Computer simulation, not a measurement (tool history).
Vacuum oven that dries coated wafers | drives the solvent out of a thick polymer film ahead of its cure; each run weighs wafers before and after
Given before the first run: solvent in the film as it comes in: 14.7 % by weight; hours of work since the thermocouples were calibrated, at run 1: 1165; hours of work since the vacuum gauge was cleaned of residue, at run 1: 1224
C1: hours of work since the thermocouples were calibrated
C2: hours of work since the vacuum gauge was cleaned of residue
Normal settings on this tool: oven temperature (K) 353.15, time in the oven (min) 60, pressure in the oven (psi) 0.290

Run 1, hour 0.0: usual settings; C1 1165; C2 1224. Result: solvent left in the film (%) 3.35.
Run 2, hour 52.2: usual settings; C1 1198; C2 1258. Result: solvent left in the film (%) 3.37.
Run 3, hour 95.8: usual settings; C1 1226; C2 1286. Result: solvent left in the film (%) 3.37.
Run 4, hour 189.5: usual settings; C1 1286; C2 1345. Result: solvent left in the film (%) 3.45.
Run 5, hour 254.7: usual settings but time in the oven (min) 108; C1 1327; C2 1387. Result: solvent left in the film (%) 2.68.
Run 6, hour 341.3: usual settings; C1 1383; C2 1442. Result: solvent left in the film (%) 3.47.
At hour 382.1: vacuum gauge cleaned of residue and calibrated.
Run 7, hour 418.5: usual settings but pressure in the oven (psi) 0.361; C1 1431; C2 23. Result: solvent left in the film (%) 3.80.
At hour 503.0: oven's thermocouples calibrated.
Run 8, hour 507.5: usual settings but oven temperature (K) 351.15, pressure in the oven (psi) 0.361; C1 3; C2 79. Result: solvent left in the film (%) 3.60.
Run 9, hour 590.2: usual settings; C1 56; C2 132. Result: solvent left in the film (%) 2.73.
Run 10, hour 634.1: usual settings; C1 84; C2 160. Result: solvent left in the film (%) 2.71.
Run 11, hour 709.2: usual settings; C1 132; C2 207. Result: solvent left in the film (%) 2.77.
Run 12, hour 782.8: usual settings; C1 179; C2 254. Result: solvent left in the film (%) 2.79.
Run 13, hour 855.5: usual settings; C1 225; C2 301. Result: solvent left in the film (%) 2.76.
Run 14, hour 928.4: usual settings; C1 271; C2 347. Result: solvent left in the film (%) 2.88.
Run 15, hour 970.0: usual settings but pressure in the oven (psi) 0.592; C1 298; C2 374. Result: solvent left in the film (%) 4.92.
Run 16, hour 1061.1: usual settings but pressure in the oven (psi) 0.500; C1 356; C2 432. Result: solvent left in the film (%) 4.30.
Run 17, hour 1120.7: usual settings but pressure in the oven (psi) 0.500; C1 394; C2 470. Result: solvent left in the film (%) 4.28.
Run 18, hour 1177.3: usual settings but pressure in the oven (psi) 0.500; C1 430; C2 506. Result: solvent left in the film (%) 4.50.
Run 19, hour 1259.7: usual settings but pressure in the oven (psi) 0.500; C1 483; C2 559. Result: solvent left in the film (%) 4.40.
Run 20, hour 1348.2: usual settings but pressure in the oven (psi) 0.500; C1 539; C2 615. Result: solvent left in the film (%) 4.43.
Run 21, hour 1408.3: usual settings; C1 578; C2 654. Result: solvent left in the film (%) 2.94.
Run 22, hour 1482.5: usual settings; C1 625; C2 701. Result: solvent left in the film (%) 3.03.
Run 23, hour 1568.9: usual settings; C1 680; C2 756. Result: solvent left in the film (%) 3.11.
Run 24, hour 1642.0: usual settings but oven temperature (K) 362.15, time in the oven (min) 39, pressure in the oven (psi) 1.153; C1 727; C2 803. Result: solvent left in the film (%) 6.52.
Run 25, hour 1695.0: usual settings but oven temperature (K) 362.15, time in the oven (min) 39, pressure in the oven (psi) 1.153; C1 761; C2 837. Result: solvent left in the film (%) 6.44.
Run 26, hour 1734.8: usual settings but oven temperature (K) 357.15, time in the oven (min) 97, pressure in the oven (psi) 0.203; C1 786; C2 862. Result: solvent left in the film (%) 1.49.
Run 27, hour 1806.4: usual settings but oven temperature (K) 357.15, time in the oven (min) 97, pressure in the oven (psi) 0.203; C1 832; C2 908. Result: solvent left in the film (%) 1.47.
Run 28, hour 1878.7: usual settings but oven temperature (K) 367.15, time in the oven (min) 97, pressure in the oven (psi) 0.203; C1 878; C2 954. Result: solvent left in the film (%) 0.87.
Run 29, hour 1973.1: usual settings but oven temperature (K) 340.15, time in the oven (min) 68, pressure in the oven (psi) 0.635; C1 938; C2 1014. Result: solvent left in the film (%) 9.98.
Run 30, hour 2015.9: usual settings but oven temperature (K) 340.15, time in the oven (min) 98, pressure in the oven (psi) 0.795; C1 965; C2 1041. Result: solvent left in the film (%) 11.43.
Run 31, hour 2068.4: usual settings but oven temperature (K) 347.15, time in the oven (min) 30, pressure in the oven (psi) 0.834; C1 999; C2 1075. Result: solvent left in the film (%) 10.78.
Run 32, hour 2152.1: usual settings but time in the oven (min) 43, pressure in the oven (psi) 0.834; C1 1052; C2 1128. Result: solvent left in the film (%) 7.62.
Run 33, hour 2244.4: usual settings but time in the oven (min) 58, pressure in the oven (psi) 0.267; C1 1111; C2 1187. Result: solvent left in the film (%) 3.16.
Run 34, hour 2285.6: usual settings but oven temperature (K) 346.15, time in the oven (min) 57, pressure in the oven (psi) 0.819; C1 1138; C2 1213. Result: solvent left in the film (%) 9.90.
Run 35, hour 2368.6: usual settings but oven temperature (K) 350.15, time in the oven (min) 72, pressure in the oven (psi) 0.592; C1 1191; C2 1266. Result: solvent left in the film (%) 6.06.
Run 36, hour 2432.4: usual settings but oven temperature (K) 350.15, time in the oven (min) 85, pressure in the oven (psi) 0.207; C1 1231; C2 1307. Result: solvent left in the film (%) 2.77.
Run 37, hour 2527.4: usual settings but oven temperature (K) 350.15, time in the oven (min) 85, pressure in the oven (psi) 0.207; C1 1292; C2 1368. Result: solvent left in the film (%) 2.70.
Run 38, hour 2580.5: usual settings but oven temperature (K) 360.15, time in the oven (min) 55, pressure in the oven (psi) 0.464; C1 1326; C2 1402. Result: solvent left in the film (%) 3.29.
Run 39, hour 2651.3: usual settings but pressure in the oven (psi) 1.036; C1 1371; C2 1447. Result: solvent left in the film (%) 8.91.
At hour 2686.7: vacuum gauge cleaned of residue and calibrated.
Run 40, hour 2695.9: usual settings but oven temperature (K) 339.15; C1 1398; C2 6. Result: solvent left in the film (%) 7.78.
Run 41, hour 2783.1: usual settings but time in the oven (min) 69; C1 1454; C2 61. Result: solvent left in the film (%) 3.26.
At hour 2830.3: oven's thermocouples calibrated.
Run 42, hour 2852.1: usual settings but time in the oven (min) 34, pressure in the oven (psi) 0.518; C1 14; C2 104. Result: solvent left in the film (%) 5.29.
Run 43, hour 2898.6: usual settings but time in the oven (min) 34, pressure in the oven (psi) 0.518; C1 44; C2 134. Result: solvent left in the film (%) 5.34.
Run 44, hour 2940.5: usual settings but time in the oven (min) 47, pressure in the oven (psi) 0.557; C1 70; C2 161. Result: solvent left in the film (%) 4.71.
Run 45, hour 3018.8: usual settings but time in the oven (min) 47, pressure in the oven (psi) 0.541; C1 120; C2 211. Result: solvent left in the film (%) 4.75.
Run 46, hour 3063.5: usual settings but time in the oven (min) 47, pressure in the oven (psi) 0.541; C1 149; C2 239. Result: solvent left in the film (%) 4.80.

Consider 4 possible next runs. They are alternatives, not a sequence: every one starts from the tool as it was left by run 46. What does each give?
Run A, hour 3158.5: usual settings but time in the oven (min) 82, pressure in the oven (psi) 0.541; C1 209; C2 300. Result: solvent left in the film (%) ?.
Run B, hour 3158.5: usual settings but oven temperature (K) 346.15; C1 209; C2 300. Result: solvent left in the film (%) ?.
Run C, hour 3158.5: usual settings but oven temperature (K) 362.15, time in the oven (min) 47, pressure in the oven (psi) 0.580; C1 209; C2 300. Result: solvent left in the film (%) ?.
Run D, hour 3158.5: usual settings but oven temperature (K) 358.15, time in the oven (min) 103, pressure in the oven (psi) 0.576; C1 209; C2 300. Result: solvent left in the film (%) ?.

run  solvent left in the film (%)
  A                          3.90
  B                          4.34
  C                          3.16
  D                          3.27
Without the tool's unlogged condition, the same runs would have read:
run  solvent left in the film (%)
  A                          3.89
  B                          4.33
  C                          3.15
  D                          3.25

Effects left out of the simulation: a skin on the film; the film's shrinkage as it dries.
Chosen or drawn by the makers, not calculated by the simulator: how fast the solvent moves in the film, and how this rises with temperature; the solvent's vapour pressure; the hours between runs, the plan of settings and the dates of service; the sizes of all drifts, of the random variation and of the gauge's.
